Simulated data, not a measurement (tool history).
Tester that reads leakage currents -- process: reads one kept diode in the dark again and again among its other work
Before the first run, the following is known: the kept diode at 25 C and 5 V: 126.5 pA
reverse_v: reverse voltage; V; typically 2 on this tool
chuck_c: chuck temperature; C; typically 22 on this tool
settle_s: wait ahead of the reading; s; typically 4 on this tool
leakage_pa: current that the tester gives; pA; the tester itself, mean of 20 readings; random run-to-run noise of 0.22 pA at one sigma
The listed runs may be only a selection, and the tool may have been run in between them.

{"run": 1, "hour": 0.0, "reverse_v": 2, "chuck_c": 22, "settle_s": 4, "leakage_pa": 67.13}
{"run": 2, "hour": 27.6, "reverse_v": 2, "chuck_c": 22, "settle_s": 4, "leakage_pa": 67.14}
{"run": 3, "hour": 50.5, "reverse_v": 2, "chuck_c": 22, "settle_s": 4, "leakage_pa": 66.44}
{"run": 4, "hour": 88.0, "reverse_v": 2, "chuck_c": 23, "settle_s": 4, "leakage_pa": 72.04}
{"run": 5, "hour": 131.6, "reverse_v": 2, "chuck_c": 42, "settle_s": 4, "leakage_pa": 312.1}
{"run": 6, "hour": 161.4, "reverse_v": 2, "chuck_c": 22, "settle_s": 4, "leakage_pa": 66.21}
{"hour": 213.5, "done": "probe card cleaned and baked"}
{"run": 7, "hour": 213.5, "reverse_v": 7.53, "chuck_c": 22, "settle_s": 4, "leakage_pa": 98.06}
{"hour": 264.4, "done": "chuck's temperature calibrated"}
{"run": 8, "hour": 267.4, "reverse_v": 7.53, "chuck_c": 22, "settle_s": 4, "leakage_pa": 114.28}
{"run": 9, "hour": 303.7, "reverse_v": 7.53, "chuck_c": 22, "settle_s": 4, "leakage_pa": 114.83}
{"run": 10, "hour": 330.7, "reverse_v": 13.35, "chuck_c": 22, "settle_s": 4, "leakage_pa": 142.41}
{"run": 11, "hour": 379.2, "reverse_v": 2, "chuck_c": 22, "settle_s": 4, "leakage_pa": 70.28}
{"run": 12, "hour": 428.0, "reverse_v": 2, "chuck_c": 22, "settle_s": 4, "leakage_pa": 69.91}
{"run": 13, "hour": 465.1, "reverse_v": 2, "chuck_c": 22, "settle_s": 4, "leakage_pa": 69.98}
{"run": 14, "hour": 511.5, "reverse_v": 2, "chuck_c": 22, "settle_s": 4, "leakage_pa": 70.07}
{"run": 15, "hour": 551.4, "reverse_v": 1.2, "chuck_c": 58, "settle_s": 9.99, "leakage_pa": 874.75}
{"run": 16, "hour": 581.7, "reverse_v": 13.85, "chuck_c": 53, "settle_s": 4, "leakage_pa": 1493.12}
{"run": 17, "hour": 629.1, "reverse_v": 13.85, "chuck_c": 53, "settle_s": 4, "leakage_pa": 1478.02}
{"run": 18, "hour": 660.4, "reverse_v": 2.81, "chuck_c": 29, "settle_s": 4, "leakage_pa": 139.21}
{"run": 19, "hour": 710.3, "reverse_v": 2.81, "chuck_c": 29, "settle_s": 4, "leakage_pa": 138.57}
{"run": 20, "hour": 743.4, "reverse_v": 2, "chuck_c": 22, "settle_s": 4, "leakage_pa": 68.79}
{"run": 21, "hour": 781.7, "reverse_v": 2, "chuck_c": 22, "settle_s": 4, "leakage_pa": 68.79}
{"run": 22, "hour": 818.9, "reverse_v": 1.6, "chuck_c": 38, "settle_s": 1.09, "leakage_pa": 225.23}
{"run": 23, "hour": 861.9, "reverse_v": 1.83, "chuck_c": 52, "settle_s": 1.35, "leakage_pa": 651.37}
{"run": 24, "hour": 900.1, "reverse_v": 1.83, "chuck_c": 52, "settle_s": 1.35, "leakage_pa": 654.56}
{"run": 25, "hour": 921.7, "reverse_v": 1.01, "chuck_c": 28, "settle_s": 6.71, "leakage_pa": 86.38}
{"run": 26, "hour": 973.2, "reverse_v": 2.85, "chuck_c": 50, "settle_s": 4, "leakage_pa": 657.65}
{"run": 27, "hour": 1002.4, "reverse_v": 6.85, "chuck_c": 49, "settle_s": 1.64, "leakage_pa": 841.58}
{"run": 28, "hour": 1045.0, "reverse_v": 6.85, "chuck_c": 49, "settle_s": 1.64, "leakage_pa": 839.27}

Here are 4 independent what-if runs from the current tool condition. What would each one return?
{"run": "A", "hour": 1083.4, "reverse_v": 2.56, "chuck_c": 29, "settle_s": 1.28, "leakage_pa": "?"}
{"run": "B", "hour": 1083.4, "reverse_v": 11.59, "chuck_c": 48, "settle_s": 1.31, "leakage_pa": "?"}
{"run": "C", "hour": 1083.4, "reverse_v": 6.85, "chuck_c": 56, "settle_s": 0.64, "leakage_pa": "?"}
{"run": "D", "hour": 1083.4, "reverse_v": 17.14, "chuck_c": 54, "settle_s": 1.64, "leakage_pa": "?"}

run=A leakage_pa=130.38
run=B leakage_pa=950.23
run=C leakage_pa=1363.49
run=D leakage_pa=1657.73
Stripped of hidden state, with their random variation kept, the same runs would have yielded:
run=A leakage_pa=139.02
run=B leakage_pa=1015.51
run=C leakage_pa=1468.25
run=D leakage_pa=1772.29

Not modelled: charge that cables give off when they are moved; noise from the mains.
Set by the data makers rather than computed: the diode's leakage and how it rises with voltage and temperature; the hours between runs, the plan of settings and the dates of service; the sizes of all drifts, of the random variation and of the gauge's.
